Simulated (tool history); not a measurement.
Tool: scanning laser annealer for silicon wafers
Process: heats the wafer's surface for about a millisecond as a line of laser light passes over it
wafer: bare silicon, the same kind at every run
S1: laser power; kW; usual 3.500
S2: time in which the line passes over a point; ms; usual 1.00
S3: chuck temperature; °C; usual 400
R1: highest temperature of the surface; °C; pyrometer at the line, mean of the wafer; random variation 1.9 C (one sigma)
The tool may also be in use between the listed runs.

Run 1, hour 0.0: usual settings. Result: R1 1172 °C.
Run 2, hour 46.0: usual settings. Result: R1 1169 °C.
Run 3, hour 75.3: usual settings. Result: R1 1169 °C.
Run 4, hour 105.6: usual settings but S1 3.725 kW. Result: R1 1214 °C.
Run 5, hour 155.5: usual settings but S1 3.725 kW. Result: R1 1218 °C.
Run 6, hour 193.9: usual settings but S1 3.725 kW. Result: R1 1216 °C.
Run 7, hour 227.3: usual settings but S1 3.725 kW. Result: R1 1214 °C.
Run 8, hour 284.3: usual settings but S1 3.725 kW. Result: R1 1213 °C.
Run 9, hour 312.9: usual settings but S1 3.725 kW. Result: R1 1211 °C.
Run 10, hour 353.3: usual settings but S1 3.725 kW. Result: R1 1210 °C.
Run 11, hour 388.5: usual settings but S1 3.128 kW. Result: R1 1076 °C.
Run 12, hour 445.8: usual settings. Result: R1 1157 °C.
Run 13, hour 476.3: usual settings. Result: R1 1156 °C.
Run 14, hour 541.5: usual settings. Result: R1 1153 °C.
Run 15, hour 584.6: usual settings but S2 1.24 ms. Result: R1 1231 °C.
Run 16, hour 637.7: usual settings but S2 1.24 ms, S3 397 °C. Result: R1 1220 °C.
Run 17, hour 675.9: usual settings but S2 1.24 ms, S3 397 °C. Result: R1 1224 °C.
Run 18, hour 732.4: usual settings but S2 0.85 ms. Result: R1 1090 °C.
Run 19, hour 762.6: usual settings but S1 3.392 kW, S2 0.85 ms. Result: R1 1068 °C.
At hour 800.9: optics aligned, line set to its width.
Run 20, hour 812.0: usual settings but S1 3.392 kW, S2 0.85 ms. Result: R1 1075 °C.
Run 21, hour 876.3: usual settings. Result: R1 1153 °C.
Run 22, hour 927.2: usual settings but S1 3.497 kW, S2 1.11 ms, S3 385 °C. Result: R1 1172 °C.
At hour 946.9: window over the wafer cleaned.
Run 23, hour 977.4: usual settings but S1 3.497 kW, S2 1.25 ms, S3 401 °C. Result: R1 1266 °C.
Run 24, hour 1018.0: usual settings but S1 3.497 kW, S2 1.21 ms, S3 401 °C. Result: R1 1252 °C.
Run 25, hour 1050.6: usual settings but S1 3.718 kW, S2 0.74 ms, S3 427 °C. Result: R1 1147 °C.
Run 26, hour 1117.6: usual settings but S1 3.718 kW, S2 0.74 ms, S3 427 °C. Result: R1 1145 °C.
Run 27, hour 1150.6: usual settings but S1 3.718 kW, S2 0.74 ms, S3 427 °C. Result: R1 1144 °C.
Run 28, hour 1204.6: usual settings but S1 3.718 kW, S2 0.74 ms, S3 427 °C. Result: R1 1140 °C.
Run 29, hour 1254.2: usual settings but S1 3.809 kW, S2 0.74 ms, S3 407 °C. Result: R1 1137 °C.
Run 30, hour 1315.7: usual settings but S1 3.412 kW, S2 1.11 ms, S3 434 °C. Result: R1 1220 °C.
Run 31, hour 1349.2: usual settings but S1 3.412 kW, S2 1.11 ms, S3 434 °C. Result: R1 1224 °C.
Run 32, hour 1406.5: usual settings but S1 3.412 kW, S2 1.11 ms, S3 434 °C. Result: R1 1215 °C.
Run 33, hour 1469.9: usual settings but S1 3.412 kW, S2 1.11 ms, S3 434 °C. Result: R1 1211 °C.
Run 34, hour 1499.8: usual settings but S2 1.14 ms. Result: R1 1206 °C.
Run 35, hour 1552.5: usual settings but S1 3.474 kW, S2 0.71 ms, S3 398 °C. Result: R1 1041 °C.
Run 36, hour 1607.5: usual settings but S1 3.211 kW, S2 1.15 ms. Result: R1 1145 °C.
Run 37, hour 1659.1: usual settings but S1 3.211 kW, S2 1.15 ms. Result: R1 1142 °C.
Run 38, hour 1723.1: usual settings but S2 0.97 ms. Result: R1 1143 °C.
Run 39, hour 1766.2: usual settings but S1 3.104 kW, S2 0.79 ms, S3 383 °C. Result: R1 982 °C.
Run 40, hour 1814.2: usual settings but S2 1.21 ms, S3 366 °C. Result: R1 1183 °C.
Run 41, hour 1876.5: usual settings but S1 3.287 kW. Result: R1 1101 °C.

3 ways to go on from here, each from the tool as it stands after run 41. What would each give?
Run A, hour 1939.6: usual settings but S1 3.715 kW. Result: R1 ?.
Run B, hour 1939.6: usual settings but S3 396 °C. Result: R1 ?.
Run C, hour 1939.6: usual settings but S1 3.404 kW, S2 0.87 ms, S3 364 °C. Result: R1 ?.

run    R1
  A  1190
  B  1142
  C  1047
Without the tool's hidden state the same runs would have given:
run    R1
  A  1231
  B  1181
  C  1083

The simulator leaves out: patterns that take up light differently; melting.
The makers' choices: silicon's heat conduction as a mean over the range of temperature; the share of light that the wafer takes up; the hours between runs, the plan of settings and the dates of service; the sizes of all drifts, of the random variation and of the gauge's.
